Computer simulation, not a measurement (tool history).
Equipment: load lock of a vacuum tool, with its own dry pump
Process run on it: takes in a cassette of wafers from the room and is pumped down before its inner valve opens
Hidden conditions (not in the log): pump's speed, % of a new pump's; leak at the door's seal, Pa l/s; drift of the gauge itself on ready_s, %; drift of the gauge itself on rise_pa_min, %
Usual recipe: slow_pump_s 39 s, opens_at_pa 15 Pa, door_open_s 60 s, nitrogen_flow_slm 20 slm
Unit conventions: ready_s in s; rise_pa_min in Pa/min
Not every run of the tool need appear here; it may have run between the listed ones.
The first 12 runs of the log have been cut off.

run	hour	slow_pump_s	opens_at_pa	door_open_s	nitrogen_flow_slm	hours that the pump has run since its overhaul	times that the door has closed on its seal	incoming humidity of the room's air, %	ready_s	rise_pa_min
13	4695.7	39	15	60	20	1892	21371	46.3	74.9	0.101
14	5080.3	39	15	60	20	2277	21878	44.3	75.2	0.104
15	5603.6	39	15	60	20	2800	22567	46.9	75.6	0.106
16	5888.3	39	15	60	20	3085	22941	42.5	74.2	0.104
17	6472.6	39	15	60	20	3669	23711	44.1	75.0	0.113
18	7020.2	39	15	60	41	4217	24431	46.0	75.1	0.105
19	7404.0	31	15	60	41	4601	24937	43.8	70.1	0.104
20	7853.0	39	15	60	20	5050	25528	43.8	76.0	0.120
21	8370.9	39	15	44	5	5567	26209	42.4	75.8	0.123
22	8773.7	39	12	44	5	5970	26740	41.8	76.8	0.134
23	9301.8	39	14	58	20	6498	27435	46.7	77.4	0.129
24	9757.3	39	14	58	20	6954	28034	45.4	76.8	0.131
25	10276.4	21	14	119	6	7473	28718	46.2	65.4	0.168
26	10565.5	21	14	119	6	7762	29098	46.3	64.6	0.171
27	10971.8	30	27	32	29	8168	29633	38.8	67.0	0.122
28	11243.3	30	27	32	18	8440	29991	43.3	67.7	0.131
29	11528.8	58	15	60	22	8725	30366	44.1	90.9	0.140

The next listed run, before its measurement:
30	11942.1	58	11	60	22	9139	30911	47.7	?	?

ready_s: 93.1 s
rise_pa_min: 0.138 Pa/min
Without the tool's hidden state the same run would have given ready_s 89.4 s, rise_pa_min 0.040 Pa/min.

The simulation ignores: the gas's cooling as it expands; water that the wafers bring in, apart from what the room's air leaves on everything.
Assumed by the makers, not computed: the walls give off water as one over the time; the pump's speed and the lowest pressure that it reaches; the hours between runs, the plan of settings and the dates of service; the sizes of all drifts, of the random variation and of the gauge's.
